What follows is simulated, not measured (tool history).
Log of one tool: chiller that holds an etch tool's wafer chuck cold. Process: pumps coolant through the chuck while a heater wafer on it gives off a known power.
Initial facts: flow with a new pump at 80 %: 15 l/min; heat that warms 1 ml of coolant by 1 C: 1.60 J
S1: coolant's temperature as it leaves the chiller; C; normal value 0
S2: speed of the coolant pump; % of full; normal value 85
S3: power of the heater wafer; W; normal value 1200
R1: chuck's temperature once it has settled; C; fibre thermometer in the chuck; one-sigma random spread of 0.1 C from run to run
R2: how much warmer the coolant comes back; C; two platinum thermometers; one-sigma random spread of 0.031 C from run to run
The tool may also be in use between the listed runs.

run,hour,S1,S2,S3,R1,R2
1,0.0,0,85,1200,8.8,2.84
2,39.0,-3,85,1200,6.1,2.81
3,118.1,-3,85,1200,6.0,2.85
4,203.9,0,85,859,6.6,1.98
# hour 211.8: chiller's thermometer calibrated
5,295.0,0,85,859,6.5,1.99
6,368.2,0,85,859,6.5,2.07
7,409.2,0,85,1452,11.2,3.44
8,471.9,0,85,1452,11.2,3.40
9,556.2,-2,77,1452,9.9,3.80
# hour 620.9: chiller's thermometer calibrated, once more
10,632.2,-3,85,700,2.4,1.60
11,714.2,-3,85,700,2.5,1.72
12,786.2,-2,76,1093,7.2,2.92

5 ways to go on from here, each from the tool as it stands after run 12. What would each give?
A,838.9,-7,76,780,?,?
B,838.9,-9,61,683,?,?
C,838.9,6,67,1281,?,?
D,838.9,1,85,1151,?,?
E,838.9,-2,76,831,?,?

run,R1,R2
A,-0.5,2.13
B,-2.0,2.38
C,18.1,3.92
D,10.2,2.77
E,5.0,2.18
Without the tool's hidden state the same runs would have given:
run,R1,R2
A,-1.1,2.09
B,-2.6,2.33
C,17.1,3.84
D,9.4,2.71
E,4.4,2.14
